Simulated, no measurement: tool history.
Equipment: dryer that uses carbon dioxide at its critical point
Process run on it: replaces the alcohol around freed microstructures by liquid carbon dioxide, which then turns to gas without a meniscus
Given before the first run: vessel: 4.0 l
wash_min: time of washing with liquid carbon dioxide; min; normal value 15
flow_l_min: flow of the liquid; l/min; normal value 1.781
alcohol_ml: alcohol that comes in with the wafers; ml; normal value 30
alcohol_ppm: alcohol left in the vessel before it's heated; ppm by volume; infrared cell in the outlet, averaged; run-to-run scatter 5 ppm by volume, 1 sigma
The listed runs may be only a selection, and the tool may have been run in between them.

Run 1, hour 0.0: usual settings. Result: alcohol_ppm 45 ppm by volume.
Run 2, hour 10.7: usual settings but wash_min 10 min. Result: alcohol_ppm 178 ppm by volume.
Run 3, hour 19.6: usual settings. Result: alcohol_ppm 39 ppm by volume.
Run 4, hour 25.8: usual settings. Result: alcohol_ppm 43 ppm by volume.
Run 5, hour 39.6: usual settings. Result: alcohol_ppm 40 ppm by volume.
Run 6, hour 46.8: usual settings. Result: alcohol_ppm 48 ppm by volume.
Run 7, hour 57.5: usual settings. Result: alcohol_ppm 42 ppm by volume.
Run 8, hour 64.4: usual settings. Result: alcohol_ppm 51 ppm by volume.
Run 9, hour 73.7: usual settings but flow_l_min 2.980 l/min. Result: alcohol_ppm 26 ppm by volume.
Run 10, hour 82.1: usual settings. Result: alcohol_ppm 48 ppm by volume.
Run 11, hour 96.5: usual settings. Result: alcohol_ppm 48 ppm by volume.
Run 12, hour 110.9: usual settings but flow_l_min 2.800 l/min. Result: alcohol_ppm 29 ppm by volume.
Run 13, hour 122.9: usual settings. Result: alcohol_ppm 66 ppm by volume.
Run 14, hour 132.6: usual settings. Result: alcohol_ppm 51 ppm by volume.
Run 15, hour 144.6: usual settings but alcohol_ml 35 ml. Result: alcohol_ppm 65 ppm by volume.
Run 16, hour 155.0: usual settings but wash_min 13 min, flow_l_min 1.700 l/min. Result: alcohol_ppm 110 ppm by volume.
Run 17, hour 169.6: usual settings but wash_min 22 min, flow_l_min 1.700 l/min. Result: alcohol_ppm 31 ppm by volume.
Run 18, hour 184.0: usual settings but wash_min 12 min, flow_l_min 3.010 l/min, alcohol_ml 117 ml. Result: alcohol_ppm 38 ppm by volume.
Run 19, hour 194.2: usual settings but wash_min 12 min, flow_l_min 3.010 l/min, alcohol_ml 117 ml. Result: alcohol_ppm 47 ppm by volume.
Run 20, hour 203.4: usual settings but alcohol_ml 62 ml. Result: alcohol_ppm 110 ppm by volume.
Run 21, hour 216.0: usual settings but alcohol_ml 62 ml. Result: alcohol_ppm 100 ppm by volume.
At hour 219.5: inlet filter changed.
Run 22, hour 223.2: usual settings but flow_l_min 2.640 l/min, alcohol_ml 65 ml. Result: alcohol_ppm 35 ppm by volume.
Run 23, hour 234.0: usual settings but flow_l_min 2.440 l/min, alcohol_ml 25 ml. Result: alcohol_ppm 37 ppm by volume.
Run 24, hour 246.3: usual settings but wash_min 19 min, flow_l_min 1.090 l/min, alcohol_ml 69 ml. Result: alcohol_ppm 195 ppm by volume.
Run 25, hour 254.5: usual settings but wash_min 13 min, flow_l_min 1.090 l/min, alcohol_ml 41 ml. Result: alcohol_ppm 433 ppm by volume.
Run 26, hour 264.9: usual settings but wash_min 9 min. Result: alcohol_ppm 217 ppm by volume.
Run 27, hour 271.5: usual settings but wash_min 11 min, flow_l_min 1.900 l/min, alcohol_ml 25 ml. Result: alcohol_ppm 90 ppm by volume.
Run 28, hour 283.2: usual settings but wash_min 11 min, flow_l_min 1.900 l/min, alcohol_ml 25 ml. Result: alcohol_ppm 91 ppm by volume.

Each row is a separate what-if for the run after 28, all from the same tool condition, not one after another. Results?
Run A, hour 296.1: usual settings but wash_min 9 min, alcohol_ml 29 ml. Result: alcohol_ppm ?.
Run B, hour 296.1: usual settings but flow_l_min 3.010 l/min, alcohol_ml 29 ml. Result: alcohol_ppm ?.
Run C, hour 296.1: usual settings but wash_min 23 min, flow_l_min 1.370 l/min, alcohol_ml 51 ml. Result: alcohol_ppm ?.

run  alcohol_ppm
  A          227
  B           38
  C           51
With the hidden condition removed and each run's random variation left untouched, the same runs would have given:
run  alcohol_ppm
  A          174
  B            2
  C           12
